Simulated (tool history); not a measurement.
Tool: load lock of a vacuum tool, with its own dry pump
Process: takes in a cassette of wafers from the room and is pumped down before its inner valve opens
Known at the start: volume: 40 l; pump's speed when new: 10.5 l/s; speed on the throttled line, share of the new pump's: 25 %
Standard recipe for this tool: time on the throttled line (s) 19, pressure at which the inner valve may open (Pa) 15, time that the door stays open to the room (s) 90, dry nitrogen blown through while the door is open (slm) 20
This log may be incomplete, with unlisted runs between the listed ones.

run	hour	time on the throttled line (s)	pressure at which the inner valve may open (Pa)	time that the door stays open to the room (s)	dry nitrogen blown through while the door is open (slm)	incoming humidity of the room's air, %	time from the closed door until the inner valve may open (s)	rise of the pressure with all valves shut (Pa/min)
1	0.0	19	15	90	20	49.9	49.5	0.068
2	126.8	19	15	90	20	46.2	48.8	0.073
3	252.1	19	22	90	20	43.8	47.7	0.071
4	379.8	19	15	44	20	45.7	49.1	0.073
5	456.8	19	15	44	20	43.8	49.2	0.063
6	586.1	19	29	44	20	46.9	46.6	0.075
7	689.8	19	15	90	20	47.7	49.5	0.083
8	770.0	19	15	90	8	49.2	49.6	0.106
9	898.3	19	15	90	8	46.2	49.0	0.099
10	1018.9	19	15	79	20	43.9	50.0	0.085
11	1126.0	19	15	79	20	43.9	49.1	0.083
12	1202.4	19	15	90	8	46.9	49.3	0.113
13	1279.2	19	15	90	8	45.0	49.4	0.114
14	1376.0	19	15	90	20	46.2	50.1	0.096
15	1465.3	19	15	90	20	45.4	49.5	0.103
16	1528.0	19	15	90	20	46.6	49.6	0.105
17	1634.5	19	15	90	20	42.6	49.2	0.101
18	1720.2	19	15	90	20	44.0	49.1	0.098
19	1839.0	19	29	90	20	45.6	46.7	0.109
20	1968.0	19	15	90	17	41.9	49.3	0.110
21	2075.8	10	15	210	22	47.5	42.0	0.132
22	2175.4	29	15	100	17	43.7	57.2	0.122
23	2296.2	29	15	100	17	45.8	56.9	0.123
24	2372.3	11	12	90	9	45.6	45.0	0.140
25	2452.7	19	28	90	6	47.5	46.6	0.145
26	2520.4	19	28	90	6	47.3	46.7	0.153
27	2576.0	19	15	90	15	43.3	50.2	0.132
28	2708.5	30	17	37	20	44.2	58.4	0.122
29	2800.6	30	17	37	20	43.9	57.6	0.125
30	2899.7	30	17	37	20	44.3	57.6	0.119
31	3021.2	30	17	37	20	44.5	56.8	0.129
32	3148.8	10	15	90	31	45.2	44.1	0.135
33	3211.7	21	22	90	20	40.4	50.1	0.147
34	3265.9	21	22	90	20	43.4	50.2	0.147
35	3359.2	12	23	126	20	46.9	42.9	0.158
36	3419.1	12	23	79	12	43.9	43.7	0.165
37	3528.3	12	14	79	12	47.4	45.3	0.162
38	3658.3	19	11	128	8	44.4	51.6	0.188

How would selected steps in time from the closed door until the inner valve may open (s) from run to run divide? Give the signed amount a tool lacking its hidden state would still show from settings, what came in and random variation, and the signed amount left for the hidden state, including any gauge scatter that is not in both of the compared results.
Unlogged tool condition in this case: pump's speed, % of a new pump's; leak at the door's seal, Pa l/s; drift of the gauge itself on ready_s, %; drift of the gauge itself on rise_pa_min, %.
Run 21 -> 22: time on the throttled line (s) 10 -> 29, time that the door stays open to the room (s) 210 -> 100, dry nitrogen blown through while the door is open (slm) 22 -> 17. time from the closed door until the inner valve may open (s) +15.2: hidden state -0.2, all else +15.4.
Run 23 -> 24: time on the throttled line (s) 29 -> 11, pressure at which the inner valve may open (Pa) 15 -> 12, time that the door stays open to the room (s) 100 -> 90, dry nitrogen blown through while the door is open (slm) 17 -> 9. time from the closed door until the inner valve may open (s) -11.9: hidden state +0.4, all else -12.3.
Run 24 -> 25: time on the throttled line (s) 11 -> 19, pressure at which the inner valve may open (Pa) 12 -> 28, dry nitrogen blown through while the door is open (slm) 9 -> 6. time from the closed door until the inner valve may open (s) +1.6: hidden state -0.3, all else +1.9.
Run 31 -> 32: time on the throttled line (s) 30 -> 10, pressure at which the inner valve may open (Pa) 17 -> 15, time that the door stays open to the room (s) 37 -> 90, dry nitrogen blown through while the door is open (slm) 20 -> 31. time from the closed door until the inner valve may open (s) -12.7: hidden state +0.5, all else -13.2.

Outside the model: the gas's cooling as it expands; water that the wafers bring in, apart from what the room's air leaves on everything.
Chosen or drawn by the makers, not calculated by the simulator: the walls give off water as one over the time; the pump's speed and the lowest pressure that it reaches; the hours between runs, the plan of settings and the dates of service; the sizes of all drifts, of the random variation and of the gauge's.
